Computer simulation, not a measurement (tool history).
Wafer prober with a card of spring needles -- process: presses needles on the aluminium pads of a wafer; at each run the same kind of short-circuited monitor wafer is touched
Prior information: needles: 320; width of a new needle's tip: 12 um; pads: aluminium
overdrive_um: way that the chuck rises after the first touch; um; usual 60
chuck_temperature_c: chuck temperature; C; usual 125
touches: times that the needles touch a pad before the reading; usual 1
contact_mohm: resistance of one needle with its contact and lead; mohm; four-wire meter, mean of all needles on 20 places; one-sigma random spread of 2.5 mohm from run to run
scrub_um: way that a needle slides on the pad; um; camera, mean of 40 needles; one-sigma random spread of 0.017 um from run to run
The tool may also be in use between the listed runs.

run 1 hour=0.0 | overdrive_um=60 chuck_temperature_c=125 touches=1 | contact_mohm=281 scrub_um=8.57
run 2 hour=62.4 | overdrive_um=60 chuck_temperature_c=125 touches=1 | contact_mohm=278 scrub_um=8.59
run 3 hour=109.2 | overdrive_um=41 chuck_temperature_c=125 touches=1 | contact_mohm=289 scrub_um=5.86
run 4 hour=163.2 | overdrive_um=41 chuck_temperature_c=125 touches=1 | contact_mohm=292 scrub_um=5.88
run 5 hour=229.8 | overdrive_um=60 chuck_temperature_c=125 touches=1 | contact_mohm=281 scrub_um=8.56
run 6 hour=272.0 | overdrive_um=60 chuck_temperature_c=125 touches=1 | contact_mohm=280 scrub_um=8.58
run 7 hour=311.8 | overdrive_um=60 chuck_temperature_c=113 touches=1 | contact_mohm=277 scrub_um=8.55
run 8 hour=384.8 | overdrive_um=60 chuck_temperature_c=113 touches=1 | contact_mohm=279 scrub_um=8.57
run 9 hour=446.3 | overdrive_um=60 chuck_temperature_c=113 touches=1 | contact_mohm=276 scrub_um=8.61
run 10 hour=518.2 | overdrive_um=60 chuck_temperature_c=125 touches=1 | contact_mohm=284 scrub_um=8.58
run 11 hour=603.4 | overdrive_um=60 chuck_temperature_c=125 touches=1 | contact_mohm=280 scrub_um=8.55
run 12 hour=686.0 | overdrive_um=60 chuck_temperature_c=48 touches=1 | contact_mohm=263 scrub_um=8.58
run 13 hour=762.0 | overdrive_um=65 chuck_temperature_c=34 touches=1 | contact_mohm=255 scrub_um=9.31
run 14 hour=812.0 | overdrive_um=71 chuck_temperature_c=55 touches=1 | contact_mohm=254 scrub_um=10.16
run 15 hour=857.1 | overdrive_um=71 chuck_temperature_c=30 touches=1 | contact_mohm=252 scrub_um=10.14
run 16 hour=930.1 | overdrive_um=47 chuck_temperature_c=30 touches=1 | contact_mohm=260 scrub_um=6.72
run 17 hour=990.8 | overdrive_um=60 chuck_temperature_c=125 touches=2 | contact_mohm=277 scrub_um=8.58
run 18 hour=1049.3 | overdrive_um=60 chuck_temperature_c=125 touches=2 | contact_mohm=282 scrub_um=8.55
run 19 hour=1125.3 | overdrive_um=60 chuck_temperature_c=125 touches=2 | contact_mohm=282 scrub_um=8.57
run 20 hour=1201.2 | overdrive_um=58 chuck_temperature_c=125 touches=3 | contact_mohm=273 scrub_um=8.29
run 21 hour=1251.1 | overdrive_um=72 chuck_temperature_c=34 touches=2 | contact_mohm=252 scrub_um=10.30
run 22 hour=1287.1 | overdrive_um=46 chuck_temperature_c=125 touches=1 | contact_mohm=286 scrub_um=6.57
run 23 hour=1328.2 | overdrive_um=55 chuck_temperature_c=122 touches=2 | contact_mohm=280 scrub_um=7.85
run 24 hour=1394.2 | overdrive_um=60 chuck_temperature_c=32 touches=1 | contact_mohm=250 scrub_um=8.59

Put back what was entered between runs (73 entries, withheld): which listed runs does each sit between, and how does the hidden state differ from the listed run before to the listed run after?
Runs 1 to 2: tips cleaned on abrasive film (hour 4.2); tips cleaned on abrasive film (hour 24.9); tips cleaned on abrasive film (hour 46.2)
  debris on the tips, nm: 1.2 -> 1.3
Runs 2 to 3: tips cleaned on abrasive film (hour 66.7); tips cleaned on abrasive film (hour 88.1); tips cleaned on abrasive film (hour 109.2)
  debris on the tips, nm: 1.3 -> 0.1
Runs 3 to 4: tips cleaned on abrasive film (hour 129.5); tips cleaned on abrasive film (hour 150.4)
  debris on the tips, nm: 0.1 -> 1.3; way that the needles fall short of the set height, um: 0.01 -> 0.02
Runs 4 to 5: tips cleaned on abrasive film (hour 170.7); tips cleaned on abrasive film (hour 191.5); tips cleaned on abrasive film (hour 208.6); tips cleaned on abrasive film (hour 229.8)
  debris on the tips, nm: 1.3 -> 0.1; tips' diameter, um: 12.01 -> 12.02
Runs 5 to 6: tips cleaned on abrasive film (hour 247.0); tips cleaned on abrasive film (hour 268.4); height of the first contact set anew (hour 268.7)
  debris on the tips, nm: 0.1 -> 0.6; way that the needles fall short of the set height, um: 0.02 -> 0
Runs 6 to 7: tips cleaned on abrasive film (hour 289.1); tips cleaned on abrasive film (hour 310.5)
  debris on the tips, nm: 0.6 -> 0.3
Runs 7 to 8: tips cleaned on abrasive film (hour 328.8); tips cleaned on abrasive film (hour 345.9); tips cleaned on abrasive film (hour 366.4); tips cleaned on abrasive film (hour 384.8)
  debris on the tips, nm: 0.3 -> 0.1; way that the needles fall short of the set height, um: 0 -> 0.01
Runs 8 to 9: tips cleaned on abrasive film (hour 401.9); tips cleaned on abrasive film (hour 419.0); tips cleaned on abrasive film (hour 439.8)
  debris on the tips, nm: 0.1 -> 0.9
Runs 9 to 10: tips cleaned on abrasive film (hour 459.1); tips cleaned on abrasive film (hour 476.3); tips cleaned on abrasive film (hour 497.0); tips cleaned on abrasive film (hour 518.2)
  debris on the tips, nm: 0.9 -> 0.1; way that the needles fall short of the set height, um: 0.01 -> 0.02
Runs 10 to 11: tips cleaned on abrasive film (hour 538.7); tips cleaned on abrasive film (hour 559.7); tips cleaned on abrasive film (hour 576.9); tips cleaned on abrasive film (hour 598.3)
  debris on the tips, nm: 0.1 -> 0.8
Runs 11 to 12: tips cleaned on abrasive film (hour 615.9); tips cleaned on abrasive film (hour 633.0); tips cleaned on abrasive film (hour 654.4); tips cleaned on abrasive film (hour 675.5)
  debris on the tips, nm: 0.8 -> 1.1; way that the needles fall short of the set height, um: 0.02 -> 0.03; tips' diameter, um: 12.02 -> 12.03
Runs 12 to 13: height of the first contact set anew (hour 690.6); tips cleaned on abrasive film (hour 694.9); tips cleaned on abrasive film (hour 715.1); tips cleaned on abrasive film (hour 736.5); tips cleaned on abrasive film (hour 757.9)
  debris on the tips, nm: 1.1 -> 0.6; way that the needles fall short of the set height, um: 0.03 -> 0
Runs 13 to 14: tips cleaned on abrasive film (hour 778.6); tips cleaned on abrasive film (hour 799.9)
  debris on the tips, nm: 0.6 -> 1.1; way that the needles fall short of the set height, um: 0 -> 0.01
Runs 14 to 15: tips cleaned on abrasive film (hour 820.6); tips cleaned on abrasive film (hour 842.0)
  debris on the tips, nm: 1.1 -> 1.3
Runs 15 to 16: tips cleaned on abrasive film (hour 861.4); tips cleaned on abrasive film (hour 882.4); tips cleaned on abrasive film (hour 903.1); tips cleaned on abrasive film (hour 923.4)
  debris on the tips, nm: 1.3 -> 0.9
Runs 16 to 17: tips cleaned on abrasive film (hour 942.7); tips cleaned on abrasive film (hour 964.0); tips cleaned on abrasive film (hour 981.1)
  debris on the tips, nm: 0.9 -> 1.1; way that the needles fall short of the set height, um: 0.01 -> 0.02
Runs 17 to 18: tips cleaned on abrasive film (hour 999.3); tips cleaned on abrasive film (hour 1020.7); tips cleaned on abrasive film (hour 1042.1)
  debris on the tips, nm: 1.1 -> 1
Runs 18 to 19: tips cleaned on abrasive film (hour 1061.4); tips cleaned on abrasive film (hour 1081.5); tips cleaned on abrasive film (hour 1102.9); height of the first contact set anew (hour 1111.7); tips cleaned on abrasive film (hour 1124.6)
  debris on the tips, nm: 1 -> 0.2; way that the needles fall short of the set height, um: 0.02 -> 0
Runs 19 to 20: tips cleaned on abrasive film (hour 1142.0); tips cleaned on abrasive film (hour 1162.1); tips cleaned on abrasive film (hour 1182.1); tips cleaned on abrasive film (hour 1201.2)
  debris on the tips, nm: 0.2 -> 0.1; way that the needles fall short of the set height, um: 0 -> 0.01; tips' diameter, um: 12.03 -> 12.04
Runs 20 to 21: tips cleaned on abrasive film (hour 1222.1); tips cleaned on abrasive film (hour 1239.2)
  debris on the tips, nm: 0.1 -> 1.2
Runs 21 to 22: tips cleaned on abrasive film (hour 1259.7); tips cleaned on abrasive film (hour 1280.5)
  debris on the tips, nm: 1.2 -> 0.8
Runs 22 to 23: tips cleaned on abrasive film (hour 1300.0); tips cleaned on abrasive film (hour 1321.0)
  debris on the tips, nm: 0.8 -> 0.9
Runs 23 to 24: tips cleaned on abrasive film (hour 1341.0); tips cleaned on abrasive film (hour 1362.4); tips cleaned on abrasive film (hour 1383.8)
  debris on the tips, nm: 0.9 -> 1.1; way that the needles fall short of the set height, um: 0.01 -> 0.02
